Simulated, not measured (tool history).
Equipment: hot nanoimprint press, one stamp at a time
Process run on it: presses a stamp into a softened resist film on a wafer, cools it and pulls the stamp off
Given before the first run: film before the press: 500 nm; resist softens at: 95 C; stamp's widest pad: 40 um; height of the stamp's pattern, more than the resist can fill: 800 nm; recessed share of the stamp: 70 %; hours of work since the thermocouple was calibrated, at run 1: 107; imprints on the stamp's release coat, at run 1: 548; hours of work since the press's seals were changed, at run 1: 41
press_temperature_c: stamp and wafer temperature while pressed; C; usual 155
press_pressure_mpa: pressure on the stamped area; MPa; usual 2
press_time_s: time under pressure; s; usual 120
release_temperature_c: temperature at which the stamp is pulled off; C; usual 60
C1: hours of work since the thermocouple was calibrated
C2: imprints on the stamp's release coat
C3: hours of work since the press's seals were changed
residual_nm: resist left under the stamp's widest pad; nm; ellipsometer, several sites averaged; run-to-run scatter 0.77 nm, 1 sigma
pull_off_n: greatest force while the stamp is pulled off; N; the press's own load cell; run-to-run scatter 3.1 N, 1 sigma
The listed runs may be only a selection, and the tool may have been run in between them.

run 1 day=0 | press_temperature_c=155 press_pressure_mpa=2 press_time_s=120 release_temperature_c=60 | C1=107 C2=548 C3=41 | residual_nm=265.9 pull_off_n=203
run 2 day=0.571 | press_temperature_c=155 press_pressure_mpa=2 press_time_s=120 release_temperature_c=60 | C1=113 C2=597 C3=48 | residual_nm=266.6 pull_off_n=204
run 3 day=0.983 | press_temperature_c=155 press_pressure_mpa=2.63 press_time_s=120 release_temperature_c=60 | C1=118 C2=632 C3=52 | residual_nm=233.9 pull_off_n=205
run 4 day=1.471 | press_temperature_c=155 press_pressure_mpa=2.63 press_time_s=120 release_temperature_c=60 | C1=123 C2=674 C3=57 | residual_nm=231.7 pull_off_n=211
run 5 day=2.033 | press_temperature_c=155 press_pressure_mpa=2.63 press_time_s=120 release_temperature_c=60 | C1=129 C2=722 C3=63 | residual_nm=231.8 pull_off_n=205
run 6 day=2.596 | press_temperature_c=155 press_pressure_mpa=2 press_time_s=198 release_temperature_c=60 | C1=135 C2=769 C3=69 | residual_nm=223.7 pull_off_n=209
run 7 day=2.838 | press_temperature_c=158 press_pressure_mpa=1.55 press_time_s=90 release_temperature_c=64 | C1=138 C2=790 C3=72 | residual_nm=287.7 pull_off_n=189
run 8 day=3.212 | press_temperature_c=154 press_pressure_mpa=2 press_time_s=120 release_temperature_c=66 | C1=142 C2=822 C3=76 | residual_nm=275.1 pull_off_n=173
run 9 day=3.746 | press_temperature_c=156 press_pressure_mpa=1.38 press_time_s=212 release_temperature_c=47 | C1=148 C2=867 C3=82 | residual_nm=251 pull_off_n=278
run 10 day=4.05 | press_temperature_c=156 press_pressure_mpa=1.38 press_time_s=212 release_temperature_c=47 | C1=151 C2=893 C3=85 | residual_nm=250.6 pull_off_n=287
run 11 day=4.504 | press_temperature_c=156 press_pressure_mpa=1.38 press_time_s=212 release_temperature_c=47 | C1=156 C2=932 C3=90 | residual_nm=249 pull_off_n=287
run 12 day=4.921 | press_temperature_c=156 press_pressure_mpa=1.38 press_time_s=212 release_temperature_c=47 | C1=160 C2=967 C3=94 | residual_nm=250.8 pull_off_n=285

Here are 5 independent what-if runs from the current tool condition. What would each one return?
run A day=5.396 | press_temperature_c=166 press_pressure_mpa=1.38 press_time_s=212 release_temperature_c=47 | C1=165 C2=1008 C3=99 | residual_nm=? pull_off_n=?
run B day=5.396 | press_temperature_c=156 press_pressure_mpa=1.38 press_time_s=212 release_temperature_c=48 | C1=165 C2=1008 C3=99 | residual_nm=? pull_off_n=?
run C day=5.396 | press_temperature_c=157 press_pressure_mpa=1.38 press_time_s=212 release_temperature_c=66 | C1=165 C2=1008 C3=99 | residual_nm=? pull_off_n=?
run D day=5.396 | press_temperature_c=156 press_pressure_mpa=1.38 press_time_s=212 release_temperature_c=55 | C1=165 C2=1008 C3=99 | residual_nm=? pull_off_n=?
run E day=5.396 | press_temperature_c=166 press_pressure_mpa=1.38 press_time_s=70 release_temperature_c=46 | C1=165 C2=1008 C3=99 | residual_nm=? pull_off_n=?

run=A residual_nm=156.2 pull_off_n=284
run=B residual_nm=249.8 pull_off_n=280
run=C residual_nm=238.6 pull_off_n=184
run=D residual_nm=251 pull_off_n=243
run=E residual_nm=233.4 pull_off_n=282
Without the tool's hidden state the same runs would have given:
run=A residual_nm=161.7 pull_off_n=236
run=B residual_nm=258.9 pull_off_n=232
run=C residual_nm=247.4 pull_off_n=154
run=D residual_nm=260.1 pull_off_n=203
run=E residual_nm=240.7 pull_off_n=234
